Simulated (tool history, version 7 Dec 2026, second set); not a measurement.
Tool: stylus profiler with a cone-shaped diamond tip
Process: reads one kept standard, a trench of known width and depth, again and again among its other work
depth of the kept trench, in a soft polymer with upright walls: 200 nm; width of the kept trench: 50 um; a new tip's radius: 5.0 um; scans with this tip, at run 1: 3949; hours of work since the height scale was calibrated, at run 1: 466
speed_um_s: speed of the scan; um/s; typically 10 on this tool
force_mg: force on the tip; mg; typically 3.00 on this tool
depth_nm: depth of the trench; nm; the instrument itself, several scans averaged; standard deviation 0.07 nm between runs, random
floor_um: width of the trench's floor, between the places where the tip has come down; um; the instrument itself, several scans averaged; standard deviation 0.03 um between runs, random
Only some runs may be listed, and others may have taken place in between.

run	hour	speed_um_s	force_mg	scans with this tip	hours of work since the height scale was calibrated	depth_nm	floor_um
1	0.0	10	3.00	3949	466	202.10	47.13
2	18.3	10	3.00	4049	478	202.06	47.16
3	38.5	10	3.00	4159	491	202.16	47.13
4	59.3	10	3.00	4273	504	202.09	47.14
5	76.0	10	3.00	4363	515	202.08	47.16
6	92.4	10	3.00	4453	525	202.10	47.16
7	114.0	10	3.00	4571	539	202.00	47.19
8	133.9	7	3.00	4679	552	202.11	47.15
9	147.1	7	3.00	4751	560	202.05	47.22
10	167.9	7	3.00	4865	574	202.12	47.21
11	182.3	7	3.00	4943	583	202.03	47.20
12	207.9	4	3.00	5082	600	202.18	47.17
13	232.3	4	3.00	5216	615	202.07	47.17
14	252.3	4	2.27	5324	628	201.80	47.15
15	274.7	4	2.27	5446	642	201.79	47.22
16	294.2	4	2.27	5553	655	201.84	47.14
17	316.8	4	2.29	5676	670	201.89	47.13
18	346.2	4	2.29	5836	688	201.86	47.19
19	363.4	4	2.29	5930	700	201.80	47.18
20	390.7	4	2.29	6079	717	201.91	47.14
21	402.6	4	2.29	6144	725	201.79	47.19
22	416.9	38	1.90	6222	734	201.63	47.08
23	439.7	10	1.57	6346	749	201.45	47.19
24	468.7	8	3.85	6504	767	202.55	47.18
25	496.9	3	7.15	6658	785	203.71	47.20
26	514.6	7	1.88	6754	797	201.52	47.17
27	534.4	7	1.88	6862	809	201.61	47.17
28	549.2	10	4.53	6943	819	202.69	47.17
29	566.8	5	8.63	7039	830	204.13	47.15
30	592.2	9	3.15	7177	847	202.18	47.15
31	607.2	9	2.91	7259	856	201.99	47.18
32	620.5	9	2.91	7331	865	202.05	47.14
33	642.1	9	1.26	7449	879	201.20	47.19
34	663.7	4	2.47	7567	893	201.88	47.15
35	675.9	4	3.40	7633	900	202.26	47.20
36	688.7	4	3.40	7703	909	202.31	47.17
37	705.6	7	4.90	7795	920	202.94	47.15
38	724.9	7	3.64	7901	932	202.38	47.22
39	754.4	7	3.64	8062	951	202.50	47.25
40	776.5	4	1.39	8182	965	201.16	47.17
41	801.9	23	3.18	8320	981	202.13	47.20
42	814.4	23	6.49	8388	989	203.54	47.18

Each row is a separate what-if for the run after 42, all from the same tool condition, not one after another. Results?
A	833.8	23	2.63	8494	1002	?	?
B	833.8	8	2.09	8494	1002	?	?
C	833.8	16	1.24	8494	1002	?	?

run	depth_nm	floor_um
A	201.97	47.11
B	201.56	47.18
C	201.08	47.08
Stripped of hidden state, with their random variation kept, the same runs would have yielded:
run	depth_nm	floor_um
A	201.98	47.12
B	201.57	47.19
C	201.08	47.09
